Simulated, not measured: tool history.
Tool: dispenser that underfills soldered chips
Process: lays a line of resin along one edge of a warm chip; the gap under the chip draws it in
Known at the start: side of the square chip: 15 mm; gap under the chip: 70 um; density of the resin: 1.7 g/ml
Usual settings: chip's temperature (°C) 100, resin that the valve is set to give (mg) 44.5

run	hour	chip's temperature (°C)	resin that the valve is set to give (mg)	time until the resin shows at the far edge (s)	resin that the valve gave (mg)
1	0.0	100	44.5	169.3	44.06
# hour 4.0: new syringe of resin
2	4.7	100	44.5	117.2	43.97
3	8.5	93	44.5	199.5	43.66
4	12.7	93	44.5	260.6	43.68
# hour 14.6: new syringe of resin
5	15.6	86	44.5	206.4	43.72
6	19.5	100	44.5	152.9	43.47
7	23.8	100	44.5	204.5	43.79
# hour 25.0: new syringe of resin
8	30.0	100	44.5	150.6	43.41
# hour 35.7: new syringe of resin
9	36.0	100	44.5	113.8	43.47
10	42.0	100	44.5	167.4	42.75
# hour 46.4: new syringe of resin
11	46.9	100	41.6	116.8	40.42
12	49.9	113	41.6	88.2	40.26
# hour 52.8: dispensing valve cleaned and set on the balance
13	56.5	113	41.6	125.2	41.51
# hour 58.0: new syringe of resin
14	62.9	109	40.4	112.2	40.59
# hour 68.4: new syringe of resin
15	69.7	109	40.4	86.4	40.02
16	73.7	111	55.9	103.9	55.48
# hour 79.0: new syringe of resin
17	79.4	111	55.9	74.6	55.06
18	83.3	100	49.3	145.5	48.71
19	87.3	100	49.3	194.2	48.35
# hour 89.3: new syringe of resin
20	90.9	100	49.3	124.2	48.53
21	96.6	110	44.5	120.7	43.71
# hour 99.7: new syringe of resin
22	102.7	110	44.5	91.9	43.78
23	107.4	91	41.6	266.6	40.67
# hour 110.3: new syringe of resin
24	110.5	103	52.6	98.6	51.42
25	116.5	105	43.3	138.6	42.32

4 ways to go on from here, each from the tool as it stands after run 25. What would each give?
A	120.2	100	41.4	?	?
B	120.2	103	43.3	?	?
C	120.2	99	44.7	?	?
D	120.2	107	44.5	?	?

run	time until the resin shows at the far edge (s)	resin that the valve gave (mg)
A	212.1	40.08
B	190.2	42.31
C	220.7	43.47
D	157.3	43.04
Without the tool's hidden state the same runs would have given:
run	time until the resin shows at the far edge (s)	resin that the valve gave (mg)
A	111.2	41.23
B	100.1	43.53
C	116.1	44.73
D	82.9	44.28
